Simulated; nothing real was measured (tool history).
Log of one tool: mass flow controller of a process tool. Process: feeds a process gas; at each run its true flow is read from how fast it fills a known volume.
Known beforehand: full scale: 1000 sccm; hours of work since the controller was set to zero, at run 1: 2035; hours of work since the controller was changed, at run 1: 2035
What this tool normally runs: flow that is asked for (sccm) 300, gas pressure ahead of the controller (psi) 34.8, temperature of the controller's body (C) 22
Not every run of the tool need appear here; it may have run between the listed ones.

| run | hour | flow that is asked for (sccm) | gas pressure ahead of the controller (psi) | temperature of the controller's body (C) | hours of work since the controller was set to zero | hours of work since the controller was changed | true flow (%) |
|---|---|---|---|---|---|---|---|
| 1 | 0 | 300 | 34.8 | 22 | 2035 | 2035 | 98.52 |
| 2 | 65.8 | 300 | 34.8 | 22 | 2072 | 2072 | 98.69 |
| 3 | 187 | 300 | 34.8 | 22 | 2140 | 2140 | 98.58 |
| 4 | 279.4 | 300 | 34.8 | 22 | 2192 | 2192 | 98.68 |
| 5 | 366.3 | 300 | 34.8 | 22 | 2241 | 2241 | 98.64 |
| 6 | 485.5 | 300 | 34.8 | 22 | 2308 | 2308 | 98.71 |
| 7 | 599.9 | 426 | 34.8 | 22 | 2372 | 2372 | 99.19 |
| 8 | 673 | 300 | 34.8 | 29 | 2414 | 2414 | 98.22 |
| 9 | 802.5 | 300 | 34.8 | 29 | 2486 | 2486 | 98.23 |
| 10 | 922 | 300 | 34.8 | 29 | 2554 | 2554 | 98.06 |
| 11 | 1049.1 | 300 | 34.8 | 29 | 2625 | 2625 | 98.12 |
| 12 | 1108.9 | 300 | 34.8 | 29 | 2659 | 2659 | 98.31 |
| 13 | 1218.9 | 646 | 34.8 | 22 | 2721 | 2721 | 99.92 |
| 14 | 1350.3 | 300 | 34.8 | 22 | 2794 | 2794 | 98.4 |
| 15 | 1476.5 | 300 | 34.8 | 22 | 2865 | 2865 | 98.42 |
|  | 1490 | controller's zero set anew |
| 16 | 1561.6 | 300 | 34.8 | 22 | 40 | 2913 | 97.83 |
| 17 | 1647.8 | 300 | 34.8 | 30 | 89 | 2961 | 97.49 |
| 18 | 1736.2 | 236 | 34.8 | 22 | 138 | 3011 | 97.17 |
| 19 | 1809.6 | 236 | 34.8 | 22 | 180 | 3052 | 97.28 |
| 20 | 1908.7 | 277 | 34.8 | 32 | 235 | 3108 | 97.14 |
| 21 | 2022.7 | 300 | 34.8 | 29 | 300 | 3172 | 97.57 |
|  | 2124.4 | controller's zero set anew, once more |
| 22 | 2159.3 | 300 | 34.8 | 29 | 20 | 3249 | 99.97 |
| 23 | 2294.1 | 300 | 34.8 | 25 | 95 | 3325 | 99.94 |

Forecast run 24:
| 24 | 2412.4 | 436 | 27.7 | 37 | 162 | 3391 | ? |

Run 24 measured true flow (%) 99.35.
With the hidden condition absent and the run-to-run variation left alone, this run would have shown true flow (%) 98.32.
